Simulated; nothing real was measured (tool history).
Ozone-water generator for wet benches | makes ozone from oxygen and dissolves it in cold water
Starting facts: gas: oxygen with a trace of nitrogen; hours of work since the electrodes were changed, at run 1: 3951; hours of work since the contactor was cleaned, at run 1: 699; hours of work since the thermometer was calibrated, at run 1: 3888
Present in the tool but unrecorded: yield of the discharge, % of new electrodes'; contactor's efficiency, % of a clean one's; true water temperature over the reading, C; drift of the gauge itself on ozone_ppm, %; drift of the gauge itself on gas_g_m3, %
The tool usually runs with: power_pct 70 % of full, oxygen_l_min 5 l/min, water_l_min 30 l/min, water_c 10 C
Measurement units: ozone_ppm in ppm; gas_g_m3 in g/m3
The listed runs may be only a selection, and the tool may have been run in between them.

run,hour,power_pct,oxygen_l_min,water_l_min,water_c,hours of work since the electrodes were changed,hours of work since the contactor was cleaned,hours of work since the thermometer was calibrated,ozone_ppm,gas_g_m3
1,0,70,5,30,10,3951,699,3888,18.8,252.2
2,165.5,70,5,30,10,4064,812,4001,18.9,253.1
3,378.3,70,5,30,10,4210,958,4146,19.2,254.1
4,543,70,5,30,10,4322,1070,4259,19,251.4
5,762.2,70,5,31,10,4472,1220,4409,18.3,256.2
6,962.5,70,5,31,10,4609,1357,4546,18.3,256.1
7,1141.7,70,5.33,30,9,4732,1480,4669,19.6,245.1
8,1279.8,42,3.08,30,9,4826,1574,4763,10.7,209.4
9,1453.2,51,5.77,30,9,4945,1693,4882,15.5,183.7
10,1642.3,51,5.77,30,9,5074,1822,5011,15.4,183.6
11,1841.8,50,5.33,30,10,5210,1959,5147,14.4,189.3
12,1980.9,50,8.81,30,10,5306,2054,5242,15.9,149.8

Here are 5 independent what-if runs from the current tool condition. What would each one return?
A,2098.2,70,5,30,5,5386,2134,5323,?,?
B,2098.2,70,4.49,30,5,5386,2134,5323,?,?
C,2098.2,83,5,46,5,5386,2134,5323,?,?
D,2098.2,50,8.81,30,9,5386,2134,5323,?,?
E,2098.2,56,4.6,30,10,5386,2134,5323,?,?

run,ozone_ppm,gas_g_m3
A,19.5,255.3
B,19.1,269.5
C,13.1,292.2
D,16.3,150
E,15.5,219.7
With no hidden state in the tool, these same runs would have given:
run,ozone_ppm,gas_g_m3
A,19.6,253.4
B,19.2,267.5
C,13.2,290.2
D,16.3,148.7
E,15.6,217.9
